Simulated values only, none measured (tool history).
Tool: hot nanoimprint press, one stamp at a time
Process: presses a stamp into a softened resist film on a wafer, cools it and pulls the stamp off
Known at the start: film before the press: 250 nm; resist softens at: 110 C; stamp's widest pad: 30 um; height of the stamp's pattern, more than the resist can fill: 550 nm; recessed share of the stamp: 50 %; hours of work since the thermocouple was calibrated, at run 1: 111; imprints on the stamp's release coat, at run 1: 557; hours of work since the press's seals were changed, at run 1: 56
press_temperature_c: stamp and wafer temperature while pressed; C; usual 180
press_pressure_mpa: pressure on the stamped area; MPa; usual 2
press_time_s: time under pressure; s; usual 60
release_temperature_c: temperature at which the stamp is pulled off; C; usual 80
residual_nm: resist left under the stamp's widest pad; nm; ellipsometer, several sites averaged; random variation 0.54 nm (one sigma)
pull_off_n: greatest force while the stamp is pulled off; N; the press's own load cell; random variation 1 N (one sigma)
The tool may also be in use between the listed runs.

run	hour	press_temperature_c	press_pressure_mpa	press_time_s	release_temperature_c	hours of work since the thermocouple was calibrated	imprints on the stamp's release coat	hours of work since the press's seals were changed	residual_nm	pull_off_n
1	0	180	2	60	80	111	557	56	101.3	103
2	6.6	180	2	46	80	115	574	60	110.1	103
3	11.4	180	2	60	88	118	586	63	101.7	87
4	15.9	180	2	60	72	121	597	66	102	121
5	20.6	180	2	60	80	124	608	69	101.5	105
6	25.6	180	2	60	80	128	621	72	101.7	107
7	32.8	180	2	60	80	132	638	77	101.7	104
8	40.5	180	2	60	80	137	657	82	101.7	107
# hour 47.7: stamp cleaned and given a new release coat
9	56.8	180	2	60	80	144	23	89	102.2	91
# hour 60.8: plate thermocouple calibrated
10	67.7	187	2	60	80	4	42	94	77.5	92
11	73.3	187	2	60	80	8	56	98	77	94
12	81.9	187	2	60	80	14	77	103	77.5	94
13	86.7	187	2	60	80	17	89	106	77.3	95
14	97	180	2	60	80	24	115	113	103.6	94
15	103.5	180	2	60	80	28	130	117	104.1	94
16	113.1	182	2	60	77	34	154	124	95.1	102
# hour 118.6: plate thermocouple calibrated, once more
17	122.5	176	2.29	60	80	3	170	128	110.7	94
18	132.4	169	2.5	60	80	9	194	134	142.8	93
19	142.5	169	2.5	60	80	16	219	141	141.8	94
20	148.9	180	3.02	38	69	20	235	145	96	116
21	157.8	180	2	38	87	26	257	151	117.6	84
22	163.2	191	1.77	60	80	29	270	154	68.2	96
23	169.7	184	2	52	81	33	286	159	90.2	94
24	175.9	180	2	60	87	37	302	163	99.4	85
25	183.7	189	2	73	78	43	321	168	63.5	102
26	191.2	180	2	97	68	47	339	173	83.8	121
27	200.9	180	2	60	84	54	363	179	100.3	92

Forecast each of these 3 alternatives for the next run:
A	209.5	180	2	55	80	59	384	185	?	?
B	209.5	180	2	60	66	59	384	185	?	?
C	209.5	189	1.94	60	78	59	384	185	?	?

run	residual_nm	pull_off_n
A	104.3	100
B	100.2	126
C	70.7	106
Without the tool's hidden state the same runs would have given:
run	residual_nm	pull_off_n
A	102.5	91
B	98.5	114
C	69.5	96
